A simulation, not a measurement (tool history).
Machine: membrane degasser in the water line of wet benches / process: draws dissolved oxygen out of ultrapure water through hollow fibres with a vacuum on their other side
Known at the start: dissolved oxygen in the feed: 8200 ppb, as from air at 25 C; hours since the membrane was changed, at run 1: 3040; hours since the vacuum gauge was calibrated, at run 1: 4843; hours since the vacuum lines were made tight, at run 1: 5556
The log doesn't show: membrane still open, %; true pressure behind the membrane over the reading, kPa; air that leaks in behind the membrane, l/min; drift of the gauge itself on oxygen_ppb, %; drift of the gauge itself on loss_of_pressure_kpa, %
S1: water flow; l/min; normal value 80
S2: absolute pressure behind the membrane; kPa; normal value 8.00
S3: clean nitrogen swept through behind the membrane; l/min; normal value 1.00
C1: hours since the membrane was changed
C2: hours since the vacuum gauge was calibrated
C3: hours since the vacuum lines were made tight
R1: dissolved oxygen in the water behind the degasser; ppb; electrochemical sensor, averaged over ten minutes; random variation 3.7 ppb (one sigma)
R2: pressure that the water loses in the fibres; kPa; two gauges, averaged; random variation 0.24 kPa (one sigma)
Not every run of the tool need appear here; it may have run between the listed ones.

run     day   S1     S2    S3    C1    C2    C3      R1      R2
  1   0.000   80   8.00  1.00  3040  4843  5556   702.7   63.73
  2   1.996   80   8.00  1.00  3087  4891  5604   703.4   64.08
  3   4.446   80   8.00  1.00  3146  4949  5663   698.3   64.07
  4   7.454   80   8.00  1.00  3218  5022  5735   698.8   64.42
  5  10.196   80   8.00  1.00  3284  5087  5801   692.4   64.58
     12.683  -- seals of the vacuum lines changed
  6  14.762   80   8.00  1.00  3392  5195    50   706.3   64.70
  7  19.200   80   8.00  1.00  3498  5301   156   707.3   64.07
  8  21.425   80   8.00  1.00  3552  5355   210   699.7   64.44
  9  24.379   80   8.00  1.23  3623  5426   281   628.2   64.40
 10  26.917   80   8.00  1.00  3684  5487   342   707.1   64.40
 11  31.562   77   8.00  1.00  3795  5598   453   686.5   61.71
 12  33.792  109   8.00  1.00  3849  5652   507   917.8   87.73
 13  36.338  109   8.00  1.00  3910  5713   568   928.3   88.49
 14  38.667   80   8.00  1.00  3966  5769   624   712.0   64.64
 15  41.621   80   8.00  1.00  4037  5840   694   709.8   65.31
 16  44.829   86   8.00  1.00  4114  5917   772   755.4   69.39
 17  49.442   83  18.92  2.87  4224  6027   882   965.3   67.56
 18  51.575   93   7.69  0.85  4275  6078   933   831.4   75.21
 19  54.417   96  12.69  0.43  4344  6147  1002  2091.1   77.50
 20  58.729   80  15.78  2.20  4447  6250  1105   941.3   65.40
 21  62.912  125   9.05  1.52  4547  6351  1205   992.1  101.36
     63.329  -- vacuum gauge calibrated
 22  65.125   76  13.16  1.00  4600    43  1258  1246.8   61.64
 23  67.012   80   8.00  2.59  4645    88  1303   410.3   64.81
 24  69.846   86  16.06  1.52  4713   156  1371  1305.2   69.73
 25  71.946   85   8.67  1.52  4764   207  1422   663.6   69.10
 26  74.608   53  12.45  1.16  4828   271  1486   812.4   42.85
 27  77.662   49   8.45  0.61  4901   344  1559   721.3   39.97
     79.342  -- vacuum gauge calibrated, once more
 28  80.508   49   8.45  0.61  4969    28  1627   678.3   39.75
 29  84.246   80  15.05  0.59  5058   118  1716  1913.0   64.97
 30  87.325  100   8.00  2.78  5132   192  1790   493.2   81.27
 31  89.942  100   8.00  2.78  5195   254  1853   493.7   81.59
 32  92.875   80   8.00  1.22  5266   325  1924   620.1   65.44

Each row is a separate what-if for the run after 32, all from the same tool condition, not one after another. Results?
  A  97.488  77   8.00  1.91  5376  435  2034   ?   ?
  B  97.488  67   9.81  0.96  5376  435  2034   ?   ?
  C  97.488  56   8.00  1.22  5376  435  2034   ?   ?
  D  97.488  66  10.79  1.36  5376  435  2034   ?   ?

run     R1     R2
  A  455.6  62.91
  B  796.4  54.42
  C  443.1  45.75
  D  711.2  54.12
The same runs, with their run-to-run variation unchanged, on a tool lacking any hidden condition would have given:
run     R1     R2
  A  439.6  60.01
  B  787.6  51.91
  C  435.8  43.64
  D  700.9  51.62

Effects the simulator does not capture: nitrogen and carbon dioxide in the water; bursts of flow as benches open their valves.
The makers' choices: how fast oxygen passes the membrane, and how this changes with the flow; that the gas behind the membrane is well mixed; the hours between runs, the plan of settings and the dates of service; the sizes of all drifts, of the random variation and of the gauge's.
